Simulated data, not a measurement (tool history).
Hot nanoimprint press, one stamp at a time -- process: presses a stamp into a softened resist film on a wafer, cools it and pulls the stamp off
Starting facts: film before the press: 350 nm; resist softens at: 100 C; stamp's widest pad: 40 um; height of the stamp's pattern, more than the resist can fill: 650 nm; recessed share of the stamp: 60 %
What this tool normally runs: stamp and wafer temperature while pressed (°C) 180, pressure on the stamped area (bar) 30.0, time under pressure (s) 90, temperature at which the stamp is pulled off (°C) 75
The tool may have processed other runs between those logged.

run   hour  stamp and wafer temperature while pressed (°C)  pressure on the stamped area (bar)  time under pressure (s)  temperature at which the stamp is pulled off (°C)  resist left under the stamp's widest pad (angstrom)  greatest force while the stamp is pulled off (N)
  1    0.0                                             180                                30.0                       90                                                 75                                                 1803                                                89
  2   51.6                                             180                                30.0                       90                                                 75                                                 1801                                                92
  3   93.2                                             180                                47.6                       90                                                 75                                                 1449                                                91
  4  148.4                                             172                                30.0                       90                                                 75                                                 2281                                                90
  5  175.5                                             172                                30.0                       90                                                 75                                                 2274                                                92
  6  235.1                                             172                                30.0                       90                                                 75                                                 2268                                                91
  7  283.3                                             172                                30.0                       90                                                 75                                                 2285                                                93
  8  310.5                                             172                                30.0                       90                                                 75                                                 2272                                                91
  9  363.5                                             172                                43.2                       90                                                 75                                                 1973                                                91
     380.1  -- stamp cleaned and given a new release coat
 10  424.2                                             172                                43.2                      149                                                 75                                                 1659                                                95
 11  460.0                                             172                                43.2                      149                                                 75                                                 1676                                                96
 12  496.7                                             180                                25.8                       48                                                 75                                                 2314                                                91
 13  552.7                                             188                                23.8                      125                                                 72                                                 1394                                                92
     601.2  -- plate thermocouple calibrated
     614.6  -- press's hydraulic seals changed and the load cell set to zero
 14  622.6                                             185                                23.8                      144                                                 72                                                 1458                                                93
 15  673.8                                             169                                41.9                       90                                                 68                                                 2191                                               101
 16  721.6                                             183                                21.4                       48                                                 68                                                 2320                                                99
     772.4  -- stamp cleaned and given a new release coat
 17  788.4                                             183                                21.4                      110                                                 72                                                 1782                                                93
 18  815.9                                             190                                30.0                      176                                                 73                                                 1024                                                90

Here are 3 independent what-if runs from the current tool condition. What would each one return?
  A  868.4                                             190                                30.0                      176                                                 65                                                    ?                                                 ?
  B  868.4                                             190                                44.1                      176                                                 73                                                    ?                                                 ?
  C  868.4                                             190                                21.6                       95                                                 66                                                    ?                                                 ?

run  resist left under the stamp's widest pad (angstrom)  greatest force while the stamp is pulled off (N)
  A                                                 1014                                               105
  B                                                  826                                                90
  C                                                 1537                                               103
Had the tool no hidden state, the same runs would have come out as:
run  resist left under the stamp's widest pad (angstrom)  greatest force while the stamp is pulled off (N)
  A                                                 1014                                               105
  B                                                  826                                                90
  C                                                 1537                                               103
